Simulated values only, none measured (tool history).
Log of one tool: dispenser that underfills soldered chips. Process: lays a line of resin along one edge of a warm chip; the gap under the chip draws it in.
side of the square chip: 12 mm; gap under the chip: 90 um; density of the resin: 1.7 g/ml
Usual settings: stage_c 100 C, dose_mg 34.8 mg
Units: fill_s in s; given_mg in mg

| run | hour | stage_c | dose_mg | fill_s | given_mg |
|---|---|---|---|---|---|
| 1 | 0 | 100 | 34.8 | 54.9 | 32.55 |
| 2 | 15.2 | 100 | 34.8 | 58.4 | 34.45 |
| 3 | 25.5 | 93 | 34.8 | 65.8 | 34.42 |
| 4 | 38.9 | 93 | 34.8 | 65.6 | 34.11 |
| 5 | 56.7 | 93 | 34.8 | 42.6 | 33.36 |
| 6 | 73.5 | 93 | 34.8 | 53.2 | 33.62 |
| 7 | 91.8 | 93 | 36.5 | 71.1 | 36.44 |
| 8 | 100.3 | 93 | 36.5 | 53.1 | 36.33 |
| 9 | 111.3 | 93 | 36.5 | 47.2 | 36 |
| 10 | 127.2 | 104 | 30.5 | 37.3 | 29.85 |
| 11 | 140 | 103 | 32.8 | 40.9 | 31.74 |

Taken out of this log: 13 entries between the listed runs. Where each belongs, and how the hidden state differs across it:
Between runs 1 and 2: dispensing valve cleaned and set on the balance (hour 2.3); new syringe of resin (hour 5.6)
  resin's viscosity, % of fresh resin's: 165.5 -> 183.6; dose that the valve gives, % of what is set: 94.21 -> 99.2; true chip temperature over the reading, C: 1.74 -> 1.81
  measured less the result without the state, fill_s: +19.8 -> +24.4 s; given_mg: -2.01 -> -0.28 mg
Between runs 2 and 3: new syringe of resin (hour 18.5)
  resin's viscosity, % of fresh resin's: 183.6 -> 153.6; dose that the valve gives, % of what is set: 99.2 -> 98.62; true chip temperature over the reading, C: 1.81 -> 1.85
  measured less the result without the state, fill_s: +24.4 -> +19.8 s; given_mg: -0.28 -> -0.48 mg
Between runs 3 and 4: new syringe of resin (hour 31.7)
  resin's viscosity, % of fresh resin's: 153.6 -> 158.4; dose that the valve gives, % of what is set: 98.62 -> 97.78; true chip temperature over the reading, C: 1.85 -> 1.91
  measured less the result without the state, fill_s: +19.8 -> +21.2 s; given_mg: -0.48 -> -0.77 mg
Between runs 4 and 5: new syringe of resin (hour 44.3); new syringe of resin (hour 56.7)
  resin's viscosity, % of fresh resin's: 158.4 -> 100.6; dose that the valve gives, % of what is set: 97.78 -> 96.74; true chip temperature over the reading, C: 1.91 -> 2
  measured less the result without the state, fill_s: +21.2 -> -3 s; given_mg: -0.77 -> -1.13 mg
Between runs 5 and 6: new syringe of resin (hour 69.8)
  resin's viscosity, % of fresh resin's: 100.6 -> 127.4; dose that the valve gives, % of what is set: 96.74 -> 95.76; true chip temperature over the reading, C: 2 -> 2.08
  measured less the result without the state, fill_s: -3 -> +8.1 s; given_mg: -1.13 -> -1.49 mg
Between runs 6 and 7: new syringe of resin (hour 82.2); dispensing valve cleaned and set on the balance (hour 88.8)
  resin's viscosity, % of fresh resin's: 127.4 -> 170.5; dose that the valve gives, % of what is set: 95.76 -> 99.92; true chip temperature over the reading, C: 2.08 -> 2.16
  measured less the result without the state, fill_s: +8.1 -> +25.7 s; given_mg: -1.49 -> -0.03 mg
Between runs 7 and 8: new syringe of resin (hour 96.7)
  resin's viscosity, % of fresh resin's: 170.5 -> 128; dose that the valve gives, % of what is set: 99.92 -> 99.43; true chip temperature over the reading, C: 2.16 -> 2.2
  measured less the result without the state, fill_s: +25.7 -> +7.8 s; given_mg: -0.03 -> -0.21 mg
Between runs 8 and 9: new syringe of resin (hour 108.9)
  resin's viscosity, % of fresh resin's: 128 -> 113.9; dose that the valve gives, % of what is set: 99.43 -> 98.76; true chip temperature over the reading, C: 2.2 -> 2.25
  measured less the result without the state, fill_s: +7.8 -> +1.9 s; given_mg: -0.21 -> -0.45 mg
Between runs 9 and 10: new syringe of resin (hour 122.4)
  resin's viscosity, % of fresh resin's: 113.9 -> 133.6; dose that the valve gives, % of what is set: 98.76 -> 97.73; true chip temperature over the reading, C: 2.25 -> 2.33
  measured less the result without the state, fill_s: +1.9 -> +7 s; given_mg: -0.45 -> -0.7 mg
Between runs 10 and 11: new syringe of resin (hour 134.7)
  resin's viscosity, % of fresh resin's: 133.6 -> 138.2; dose that the valve gives, % of what is set: 97.73 -> 96.93; true chip temperature over the reading, C: 2.33 -> 2.39
  measured less the result without the state, fill_s: +7 -> +8.6 s; given_mg: -0.7 -> -1 mg

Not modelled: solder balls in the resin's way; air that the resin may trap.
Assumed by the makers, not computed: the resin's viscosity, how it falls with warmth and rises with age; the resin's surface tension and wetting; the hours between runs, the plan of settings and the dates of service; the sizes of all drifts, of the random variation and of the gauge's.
